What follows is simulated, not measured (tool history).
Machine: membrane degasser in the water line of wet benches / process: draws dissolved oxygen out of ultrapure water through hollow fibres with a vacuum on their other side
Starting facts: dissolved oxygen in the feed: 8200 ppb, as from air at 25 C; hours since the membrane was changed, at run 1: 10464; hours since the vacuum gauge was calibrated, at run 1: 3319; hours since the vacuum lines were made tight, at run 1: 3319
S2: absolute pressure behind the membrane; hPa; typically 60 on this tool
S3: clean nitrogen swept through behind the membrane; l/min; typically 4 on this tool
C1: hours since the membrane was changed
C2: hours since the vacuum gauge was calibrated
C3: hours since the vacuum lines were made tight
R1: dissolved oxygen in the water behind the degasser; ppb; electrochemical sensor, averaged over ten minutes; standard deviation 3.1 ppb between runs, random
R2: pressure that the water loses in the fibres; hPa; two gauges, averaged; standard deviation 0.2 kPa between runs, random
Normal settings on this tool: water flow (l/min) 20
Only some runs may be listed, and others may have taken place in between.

{"run": 1, "hour": 0.0, "water flow (l/min)": 20, "S2": 60, "S3": 4, "C1": 10464, "C2": 3319, "C3": 3319, "R1": 333.9, "R2": 437.5}
{"run": 2, "hour": 224.3, "water flow (l/min)": 20, "S2": 60, "S3": 4, "C1": 10689, "C2": 3544, "C3": 3544, "R1": 332.4, "R2": 437.1}
{"hour": 280.2, "done": "vacuum gauge calibrated"}
{"run": 3, "hour": 475.6, "water flow (l/min)": 20, "S2": 60, "S3": 4, "C1": 10939, "C2": 195, "C3": 3794, "R1": 329.6, "R2": 439}
{"run": 4, "hour": 644.4, "water flow (l/min)": 20, "S2": 60, "S3": 4, "C1": 11108, "C2": 364, "C3": 3963, "R1": 330.8, "R2": 446.8}
{"run": 5, "hour": 844.7, "water flow (l/min)": 20, "S2": 60, "S3": 2.13, "C1": 11309, "C2": 564, "C3": 4163, "R1": 360.8, "R2": 442.5}
{"run": 6, "hour": 1049.8, "water flow (l/min)": 20, "S2": 60, "S3": 2.13, "C1": 11514, "C2": 770, "C3": 4368, "R1": 363.3, "R2": 443.3}
{"run": 7, "hour": 1354.2, "water flow (l/min)": 20, "S2": 60, "S3": 2.13, "C1": 11818, "C2": 1074, "C3": 4673, "R1": 357.6, "R2": 439.8}
{"run": 8, "hour": 1529.1, "water flow (l/min)": 29, "S2": 60, "S3": 4, "C1": 11993, "C2": 1249, "C3": 4848, "R1": 735.7, "R2": 642.8}
{"run": 9, "hour": 1770.0, "water flow (l/min)": 19, "S2": 60, "S3": 4, "C1": 12234, "C2": 1490, "C3": 5089, "R1": 292, "R2": 418.5}
{"run": 10, "hour": 2048.4, "water flow (l/min)": 19, "S2": 60, "S3": 4, "C1": 12512, "C2": 1768, "C3": 5367, "R1": 297.4, "R2": 424.1}
{"run": 11, "hour": 2268.5, "water flow (l/min)": 18, "S2": 60, "S3": 4, "C1": 12732, "C2": 1988, "C3": 5587, "R1": 260.8, "R2": 398.8}
{"run": 12, "hour": 2451.1, "water flow (l/min)": 18, "S2": 60, "S3": 4, "C1": 12915, "C2": 2171, "C3": 5770, "R1": 254.8, "R2": 396.4}
{"run": 13, "hour": 2741.3, "water flow (l/min)": 18, "S2": 60, "S3": 4, "C1": 13205, "C2": 2461, "C3": 6060, "R1": 263.1, "R2": 399.7}
{"run": 14, "hour": 2949.9, "water flow (l/min)": 20, "S2": 60, "S3": 4.6, "C1": 13414, "C2": 2670, "C3": 6269, "R1": 338.1, "R2": 443.5}
{"run": 15, "hour": 3261.2, "water flow (l/min)": 20, "S2": 60, "S3": 4.6, "C1": 13725, "C2": 2981, "C3": 6580, "R1": 342.9, "R2": 446}
{"run": 16, "hour": 3467.8, "water flow (l/min)": 20, "S2": 60, "S3": 4, "C1": 13932, "C2": 3188, "C3": 6787, "R1": 338.6, "R2": 440.7}
{"run": 17, "hour": 3638.3, "water flow (l/min)": 13, "S2": 100.8, "S3": 4, "C1": 14102, "C2": 3358, "C3": 6957, "R1": 138.4, "R2": 285.7}
{"run": 18, "hour": 3765.4, "water flow (l/min)": 13, "S2": 58.2, "S3": 4, "C1": 14229, "C2": 3485, "C3": 7084, "R1": 103.4, "R2": 290}
{"hour": 3877.6, "done": "vacuum gauge calibrated"}
{"run": 19, "hour": 3962.5, "water flow (l/min)": 13, "S2": 145.1, "S3": 1.79, "C1": 14426, "C2": 85, "C3": 7281, "R1": 277.4, "R2": 288.3}
{"run": 20, "hour": 4172.0, "water flow (l/min)": 13, "S2": 145.1, "S3": 1.79, "C1": 14635, "C2": 294, "C3": 7490, "R1": 274.7, "R2": 290.7}
{"hour": 4249.2, "done": "seals of the vacuum lines changed"}
{"run": 21, "hour": 4472.1, "water flow (l/min)": 13, "S2": 145.1, "S3": 1.79, "C1": 14933, "C2": 593, "C3": 223, "R1": 279.8, "R2": 286.1}
{"run": 22, "hour": 4613.9, "water flow (l/min)": 14, "S2": 67.7, "S3": 2.65, "C1": 15075, "C2": 734, "C3": 365, "R1": 152.4, "R2": 312.4}
{"run": 23, "hour": 4893.9, "water flow (l/min)": 14, "S2": 67.7, "S3": 2.65, "C1": 15355, "C2": 1014, "C3": 645, "R1": 152.3, "R2": 308.6}
{"run": 24, "hour": 5143.0, "water flow (l/min)": 20, "S2": 91.7, "S3": 2.94, "C1": 15604, "C2": 1263, "C3": 894, "R1": 400.7, "R2": 445.2}
{"run": 25, "hour": 5269.2, "water flow (l/min)": 20, "S2": 91.7, "S3": 2.94, "C1": 15731, "C2": 1390, "C3": 1020, "R1": 401.3, "R2": 448.3}
{"run": 26, "hour": 5519.6, "water flow (l/min)": 18, "S2": 138.2, "S3": 3.77, "C1": 15981, "C2": 1640, "C3": 1270, "R1": 352.3, "R2": 399.6}
{"run": 27, "hour": 5780.8, "water flow (l/min)": 18, "S2": 67.4, "S3": 3.77, "C1": 16242, "C2": 1901, "C3": 1532, "R1": 278.1, "R2": 400.1}
{"run": 28, "hour": 5928.4, "water flow (l/min)": 18, "S2": 67.4, "S3": 2.39, "C1": 16390, "C2": 2049, "C3": 1679, "R1": 298.7, "R2": 398.5}
{"run": 29, "hour": 6122.4, "water flow (l/min)": 18, "S2": 67.4, "S3": 2.39, "C1": 16584, "C2": 2243, "C3": 1873, "R1": 301.9, "R2": 400.6}
{"run": 30, "hour": 6307.2, "water flow (l/min)": 18, "S2": 67.4, "S3": 2.39, "C1": 16769, "C2": 2428, "C3": 2058, "R1": 296.5, "R2": 402.2}
{"run": 31, "hour": 6496.5, "water flow (l/min)": 19, "S2": 67.4, "S3": 10.13, "C1": 16958, "C2": 2617, "C3": 2247, "R1": 287.3, "R2": 425.5}

Some steps in R1 between neighbouring runs. How much of each would the tool show without its hidden state too (settings, what came in, random variation), and how much is left for the hidden state, with any gauge scatter that isn't in both results?
What the log doesn't record here: membrane still open, %; true pressure behind the membrane over the reading, kPa; air that leaks in behind the membrane, l/min; drift of the gauge itself on oxygen_ppb, %; drift of the gauge itself on loss_of_pressure_kpa, %.
Run 7 -> 8: water flow (l/min) 20 -> 29, S3 2.13 -> 4. R1 +378.1 ppb: hidden state +18.5, all else +359.6.
Run 8 -> 9: water flow (l/min) 29 -> 19. R1 -443.7 ppb: hidden state -20.1, all else -423.6.
Run 23 -> 24: water flow (l/min) 14 -> 20, S2 67.7 -> 91.7, S3 2.65 -> 2.94. R1 +248.4 ppb: hidden state +18.1, all else +230.3.
